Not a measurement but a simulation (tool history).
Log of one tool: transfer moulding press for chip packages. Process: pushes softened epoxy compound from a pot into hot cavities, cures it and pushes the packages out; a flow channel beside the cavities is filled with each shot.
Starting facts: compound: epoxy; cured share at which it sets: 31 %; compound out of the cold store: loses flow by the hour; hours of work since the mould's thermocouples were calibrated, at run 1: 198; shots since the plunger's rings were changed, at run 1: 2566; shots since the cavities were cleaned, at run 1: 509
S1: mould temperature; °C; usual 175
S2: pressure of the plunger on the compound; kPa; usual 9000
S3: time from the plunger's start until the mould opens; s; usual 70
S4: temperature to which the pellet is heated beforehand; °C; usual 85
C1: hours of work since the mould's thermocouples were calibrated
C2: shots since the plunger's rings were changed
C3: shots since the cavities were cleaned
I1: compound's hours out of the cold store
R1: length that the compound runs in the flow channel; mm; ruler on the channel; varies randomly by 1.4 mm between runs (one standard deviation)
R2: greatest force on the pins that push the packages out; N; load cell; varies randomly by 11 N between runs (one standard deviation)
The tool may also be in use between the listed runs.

run,hour,S1,S2,S3,S4,C1,C2,C3,I1,R1,R2
1,0.0,175,9000,70,85,198,2566,509,12.7,651,769
# hour 2.2: cavities cleaned with cleaning compound and waxed
2,9.0,175,9000,70,85,202,2664,88,25.9,611,539
3,13.8,175,9000,70,85,205,2726,150,32.8,590,566
4,20.1,175,9000,70,85,209,2809,233,41.8,562,597
5,29.6,175,9000,70,85,214,2932,356,18.0,629,698
6,38.1,175,9000,70,85,219,3042,466,39.8,567,697
# hour 43.6: cavities cleaned with cleaning compound and waxed
7,44.7,175,9380,70,83,222,3109,14,46.5,563,492
8,52.5,176,7210,50,85,227,3210,115,37.2,511,1135
9,62.2,176,7210,50,85,232,3337,242,30.2,530,1282
10,68.9,177,9400,93,83,236,3424,329,31.3,598,533
11,79.3,177,9400,93,83,242,3559,464,38.3,582,590
# hour 85.4: cavities cleaned with cleaning compound and waxed
12,89.8,175,9000,70,76,248,3677,57,13.1,645,581

Difference, measured minus no-hidden-state, one row per run. Run-to-run variation is common to both terms; the gauge's own scatter need not be:
Hidden state present: true mould temperature over the reading, C; pressure that reaches the compound, % of what is set; grip of the stained cavities, % over clean ones'; drift of the gauge itself on flow_mm, %; drift of the gauge itself on push_out_n, %.
run,R1,R2
1,-13,+269
2,-13,+62
3,-12,+94
4,-12,+136
5,-14,+204
6,-13,+232
7,-13,+13
8,-12,+156
9,-14,+299
10,-15,+146
11,-15,+195
12,-18,+57
